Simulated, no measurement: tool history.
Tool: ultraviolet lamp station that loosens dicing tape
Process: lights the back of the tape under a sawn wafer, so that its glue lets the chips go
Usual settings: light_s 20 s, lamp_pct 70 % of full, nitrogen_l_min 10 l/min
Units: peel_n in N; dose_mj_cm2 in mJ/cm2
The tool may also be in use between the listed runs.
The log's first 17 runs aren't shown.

run,hour,light_s,lamp_pct,nitrogen_l_min,peel_n,dose_mj_cm2
18,470.4,20,70,10,1.514,221
19,501.3,20,70,10,1.528,219
20,537.0,20,70,10,1.600,218
21,554.4,13,70,16,2.472,139
22,570.5,13,70,16,2.378,138
23,593.4,38,61,16,0.500,358
24,617.2,38,63,4,1.136,363
25,646.4,26,74,14,0.785,290
26,663.7,37,91,15,0.305,499
27,695.5,37,91,15,0.309,492
28,723.3,37,91,15,0.312,491
29,749.6,37,91,15,0.331,482
30,780.6,37,91,15,0.323,471
31,812.6,33,91,13,0.385,423
32,849.0,27,99,3,1.268,367
# hour 868.9: window cleaned of glue's vapour
33,884.8,27,99,3,1.038,420
34,905.3,20,87,10,1.104,268
35,924.8,18,67,6,2.552,183
36,955.1,18,67,6,2.613,184
37,985.1,18,76,6,2.316,205
38,1004.1,20,99,10,0.895,294
39,1022.2,20,99,10,0.939,291
40,1058.5,28,84,7,0.867,340

Forecast each of these 5 alternatives for the next run:
A,1087.5,28,93,7,?,?
B,1087.5,16,80,7,?,?
C,1087.5,20,93,3,?,?
D,1087.5,16,69,5,?,?
E,1087.5,11,65,9,?,?

run,peel_n,dose_mj_cm2
A,0.706,375
B,2.441,184
C,2.192,267
D,3.323,163
E,3.964,103
Without the tool's hidden state the same runs would have given:
run,peel_n,dose_mj_cm2
A,0.391,517
B,1.499,253
C,1.311,369
D,2.245,224
E,2.889,142
